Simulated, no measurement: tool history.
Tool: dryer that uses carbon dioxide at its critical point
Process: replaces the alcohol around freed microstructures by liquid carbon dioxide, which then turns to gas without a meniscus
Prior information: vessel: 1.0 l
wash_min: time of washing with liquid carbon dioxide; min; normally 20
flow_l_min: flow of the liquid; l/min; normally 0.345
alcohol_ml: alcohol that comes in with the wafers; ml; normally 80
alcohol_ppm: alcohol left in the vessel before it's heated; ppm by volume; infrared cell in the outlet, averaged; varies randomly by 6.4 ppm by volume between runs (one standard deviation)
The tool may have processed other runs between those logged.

Run 1, hour 0: usual settings. Result: alcohol_ppm 366 ppm by volume.
Run 2, hour 18.7: usual settings. Result: alcohol_ppm 374 ppm by volume.
Run 3, hour 29.9: usual settings. Result: alcohol_ppm 371 ppm by volume.
Run 4, hour 50.8: usual settings. Result: alcohol_ppm 392 ppm by volume.
Run 5, hour 71.2: usual settings. Result: alcohol_ppm 396 ppm by volume.
Run 6, hour 85.6: usual settings. Result: alcohol_ppm 408 ppm by volume.
Run 7, hour 100.7: usual settings. Result: alcohol_ppm 393 ppm by volume.
Run 8, hour 122.3: usual settings but flow_l_min 0.388 l/min. Result: alcohol_ppm 215 ppm by volume.
Run 9, hour 136.8: usual settings but wash_min 22 min. Result: alcohol_ppm 249 ppm by volume.
Run 10, hour 155.7: usual settings but wash_min 22 min. Result: alcohol_ppm 254 ppm by volume.
Run 11, hour 166.9: usual settings but wash_min 22 min. Result: alcohol_ppm 249 ppm by volume.
Run 12, hour 185.4: usual settings but alcohol_ml 96 ml. Result: alcohol_ppm 497 ppm by volume.
Run 13, hour 199.7: usual settings. Result: alcohol_ppm 431 ppm by volume.
Run 14, hour 219.8: usual settings but flow_l_min 0.219 l/min. Result: alcohol_ppm 2940 ppm by volume.
Run 15, hour 235.2: usual settings but flow_l_min 0.275 l/min, alcohol_ml 73 ml. Result: alcohol_ppm 1163 ppm by volume.
Run 16, hour 256.7: usual settings but flow_l_min 0.463 l/min, alcohol_ml 79 ml. Result: alcohol_ppm 119 ppm by volume.
At hour 261.5: inlet filter changed.
Run 17, hour 275.4: usual settings but flow_l_min 0.238 l/min. Result: alcohol_ppm 1694 ppm by volume.
Run 18, hour 296.9: usual settings but flow_l_min 0.238 l/min. Result: alcohol_ppm 1647 ppm by volume.
Run 19, hour 309.4: usual settings but alcohol_ml 21 ml. Result: alcohol_ppm 119 ppm by volume.
Run 20, hour 321.1: usual settings but alcohol_ml 21 ml. Result: alcohol_ppm 121 ppm by volume.
Run 21, hour 335.3: usual settings but wash_min 17 min, flow_l_min 0.575 l/min, alcohol_ml 32 ml. Result: alcohol_ppm 58 ppm by volume.
Run 22, hour 354.5: usual settings but wash_min 31 min, flow_l_min 0.228 l/min, alcohol_ml 38 ml. Result: alcohol_ppm 182 ppm by volume.
Run 23, hour 366.4: usual settings but wash_min 15 min, flow_l_min 0.35 l/min, alcohol_ml 58 ml. Result: alcohol_ppm 823 ppm by volume.
Run 24, hour 378.7: usual settings but wash_min 25 min, flow_l_min 0.232 l/min. Result: alcohol_ppm 780 ppm by volume.
Run 25, hour 389.7: usual settings but wash_min 25 min, flow_l_min 0.232 l/min. Result: alcohol_ppm 805 ppm by volume.
Run 26, hour 408.1: usual settings but wash_min 25 min, flow_l_min 0.232 l/min, alcohol_ml 30 ml. Result: alcohol_ppm 353 ppm by volume.
Run 27, hour 422.5: usual settings but wash_min 18 min, flow_l_min 0.473 l/min, alcohol_ml 78 ml. Result: alcohol_ppm 152 ppm by volume.
Run 28, hour 442.5: usual settings but wash_min 29 min, flow_l_min 0.542 l/min, alcohol_ml 42 ml. Result: alcohol_ppm 76 ppm by volume.

Same runs, no hidden state in the tool, same run-to-run variation:
What the log doesn't record here: flow that reaches the vessel past the clogged filter, %; alcohol in the recycled carbon dioxide, ppm; drift of the gauge itself on alcohol_ppm, %.
run  alcohol_ppm
  1          262
  2          263
  3          255
  4          269
  5          265
  6          272
  7          257
  8          128
  9          150
 10          147
 11          142
 12          310
 13          266
 14         2218
 15          796
 16           51
 17         1617
 18         1560
 19           67
 20           67
 21            7
 22          120
 23          730
 24          681
 25          700
 26          272
 27           80
 28           10
